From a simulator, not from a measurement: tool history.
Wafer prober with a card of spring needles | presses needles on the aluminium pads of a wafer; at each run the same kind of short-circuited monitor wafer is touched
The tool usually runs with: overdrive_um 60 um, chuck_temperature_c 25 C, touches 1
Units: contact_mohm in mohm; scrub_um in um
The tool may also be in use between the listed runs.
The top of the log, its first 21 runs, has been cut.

run	hour	overdrive_um	chuck_temperature_c	touches	touches since the tips were cleaned	cleanings since the card got new needles	touches since the first contact's height was set	contact_mohm	scrub_um
# hour 173.7: tips cleaned on abrasive film
# hour 181.5: tips cleaned on abrasive film
22	182.3	59	25	2	507	65	20203	278	14.9
# hour 189.5: tips cleaned on abrasive film
23	193.2	56	31	3	2305	66	26882	286	14.26
# hour 196.9: tips cleaned on abrasive film
24	200.4	60	88	3	2186	67	31313	300	15.22
# hour 205.4: tips cleaned on abrasive film
25	206.9	78	80	1	974	68	35277	298	19.73
# hour 213.1: tips cleaned on abrasive film
26	213.1	78	80	1	0	69	39057	282	19.96
# hour 221.3: tips cleaned on abrasive film
27	222.7	78	80	1	849	70	44915	296	19.8
# hour 228.9: tips cleaned on abrasive film
28	229.8	78	47	1	580	71	49280	281	19.76
# hour 236.4: tips cleaned on abrasive film
29	237.6	58	79	1	722	72	54044	304	14.55
# hour 244.1: tips cleaned on abrasive film
30	244.6	61	38	2	340	73	58348	278	15.3
31	250.9	61	38	2	4241	73	62249	318	15.21
# hour 252.3: tips cleaned on abrasive film
32	259.3	64	60	1	4366	74	67413	351	16.02
# hour 260.4: tips cleaned on abrasive film
# hour 268.1: tips cleaned on abrasive film
33	268.7	64	60	1	355	76	73090	288	15.83

4 options for the next run, each taken on its own from the tool as it stands now. Forecast them:
A	273.8	41	48	3	3549	76	76284	?	?
B	273.8	60	25	2	3549	76	76284	?	?
C	273.8	45	42	1	3549	76	76284	?	?
D	273.8	70	53	3	3549	76	76284	?	?

run	contact_mohm	scrub_um
A	330	10.13
B	311	14.95
C	405	11.23
D	292	17.5
Take away the tool's hidden state, keep each run's random variation, and the runs would have read:
run	contact_mohm	scrub_um
A	270	10.55
B	260	15.37
C	268	11.65
D	269	17.92
